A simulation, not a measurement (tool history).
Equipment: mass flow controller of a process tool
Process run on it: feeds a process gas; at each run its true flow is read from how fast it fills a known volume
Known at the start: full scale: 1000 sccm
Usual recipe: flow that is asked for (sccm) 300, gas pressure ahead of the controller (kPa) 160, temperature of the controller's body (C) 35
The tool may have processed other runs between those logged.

run,hour,flow that is asked for (sccm),gas pressure ahead of the controller (kPa),temperature of the controller's body (C),true flow (%)
1,0.0,300,160,35,96.68
2,47.3,300,165,35,96.69
3,135.3,300,165,35,96.39
4,185.2,922,160,35,98.33
5,284.5,300,160,35,96.36
6,333.2,366,160,35,96.68
7,410.7,300,160,35,96.38
8,505.1,300,160,35,96.32
9,558.4,300,160,35,96.35
10,650.3,306,160,35,96.36
11,742.3,300,276,36,95.46
12,844.5,198,140,23,97.26
13,897.2,895,176,37,97.62
14,950.4,895,176,37,97.63
15,1055.7,895,176,37,97.74
16,1154.7,389,160,35,96.57
17,1237.1,122,264,33,94.54
18,1330.1,250,148,35,95.84
19,1404.0,250,148,35,95.91
20,1500.5,116,146,23,95.99

5 ways to go on from here, each from the tool as it stands after run 20. What would each give?
A,1551.4,399,169,23,?
B,1551.4,116,254,36,?
C,1551.4,116,241,21,?
D,1551.4,923,250,30,?
E,1551.4,311,220,23,?

run,true flow (%)
A,97.68
B,93.87
C,95.73
D,98.07
E,97.08
Without the tool's hidden state the same runs would have given:
run,true flow (%)
A,98.94
B,96.20
C,98.06
D,99.09
E,98.47
